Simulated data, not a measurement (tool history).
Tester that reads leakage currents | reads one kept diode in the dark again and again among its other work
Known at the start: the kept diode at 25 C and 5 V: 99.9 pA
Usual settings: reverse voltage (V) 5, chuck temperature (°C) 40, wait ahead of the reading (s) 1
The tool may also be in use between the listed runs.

run   hour  reverse voltage (V)  chuck temperature (°C)  wait ahead of the reading (s)  current that the tester gives (pA)
  1      0                    5                      40                              1                              301.02
  2   24.3                    5                      40                           0.39                              302.86
  3   46.8                15.65                      40                              1                              529.13
      53.9  -- probe card cleaned and baked
  4   89.1                15.65                      40                              1                              498.83
  5  124.1                15.65                      40                              1                              498.95
  6  170.5                    5                      40                              1                              287.12
  7  211.2                    5                      40                              1                              288.16
  8  233.9                    5                      40                              1                              286.21
     240.9  -- chuck's temperature calibrated
  9  282.5                    5                      40                              1                              275.85
 10  330.3                  3.5                      21                              1                               53.65
 11  370.4                  3.5                      21                              1                               53.73
       380  -- chuck's temperature calibrated, once more
 12  414.3                 5.58                      21                           4.97                                  77
 13  452.6                 1.54                      40                            7.9                               177.2
 14  505.6                 1.54                      40                            7.9                              176.63
 15    544                 2.32                      42                           0.37                              249.93
 16  572.5                 3.26                      39                           0.45                              236.26
 17  606.7                 5.67                      36                           7.35                               244.7
 18  645.2                 5.67                      36                           7.35                              245.29

Consider 3 possible next runs. They are alternatives, not a sequence: every one starts from the tool as it was left by run 18. What does each give?
  A  686.2                 1.43                      49                           7.29                                   ?
  B  686.2                 5.67                      29                           0.61                                   ?
  C  686.2                  5.2                      20                           0.49                                   ?

run  current that the tester gives (pA)
  A                              320.35
  B                              147.32
  C                               72.75
Stripped of hidden state, with their random variation kept, the same runs would have yielded:
run  current that the tester gives (pA)
  A                              332.65
  B                              148.17
  C                               70.66
